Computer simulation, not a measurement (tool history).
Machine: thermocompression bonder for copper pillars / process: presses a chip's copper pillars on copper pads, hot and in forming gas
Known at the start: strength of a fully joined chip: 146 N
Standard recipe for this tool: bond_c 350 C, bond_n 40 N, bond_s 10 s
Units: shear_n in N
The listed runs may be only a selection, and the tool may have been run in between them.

Run 1, hour 0: usual settings. Result: shear_n 75.1 N.
Run 2, hour 54: usual settings but bond_c 354 C. Result: shear_n 77.8 N.
Run 3, hour 110.2: usual settings but bond_c 354 C. Result: shear_n 78 N.
Run 4, hour 173: usual settings but bond_c 354 C. Result: shear_n 77.6 N.
Run 5, hour 207.8: usual settings but bond_c 354 C, bond_s 8 s. Result: shear_n 72 N.
Run 6, hour 258.4: usual settings but bond_c 322 C. Result: shear_n 57.1 N.
Run 7, hour 300.4: usual settings. Result: shear_n 74.7 N.
Run 8, hour 355.2: usual settings. Result: shear_n 74.9 N.
Run 9, hour 427.5: usual settings but bond_c 330 C, bond_n 44 N. Result: shear_n 63.4 N.
At hour 461.6: forming gas filter changed.
Run 10, hour 492.6: usual settings but bond_c 366 C, bond_n 42 N, bond_s 8 s. Result: shear_n 83.9 N.
Run 11, hour 545.5: usual settings but bond_c 343 C, bond_n 30 N, bond_s 7 s. Result: shear_n 53.8 N.
Run 12, hour 610.9: usual settings but bond_c 340 C, bond_n 51 N, bond_s 17 s. Result: shear_n 93 N.
Run 13, hour 641.3: usual settings but bond_c 333 C, bond_n 51 N, bond_s 22 s. Result: shear_n 93.4 N.

Alternative continuations, all from the tool just after run 13; predict every row:
Run A, hour 680.1: usual settings but bond_c 324 C, bond_n 51 N, bond_s 22 s. Result: shear_n ?.
Run B, hour 680.1: usual settings but bond_c 333 C, bond_s 23 s. Result: shear_n ?.
Run C, hour 680.1: usual settings but bond_c 351 C, bond_n 42 N. Result: shear_n ?.
Run D, hour 680.1: usual settings but bond_c 324 C, bond_n 27 N, bond_s 22 s. Result: shear_n ?.

run  shear_n
  A     87.3
  B     85.9
  C     78.2
  D     64.5
Stripped of hidden state, with their random variation kept, the same runs would have yielded:
run  shear_n
  A     82.6
  B     81.4
  C       74
  D     60.2
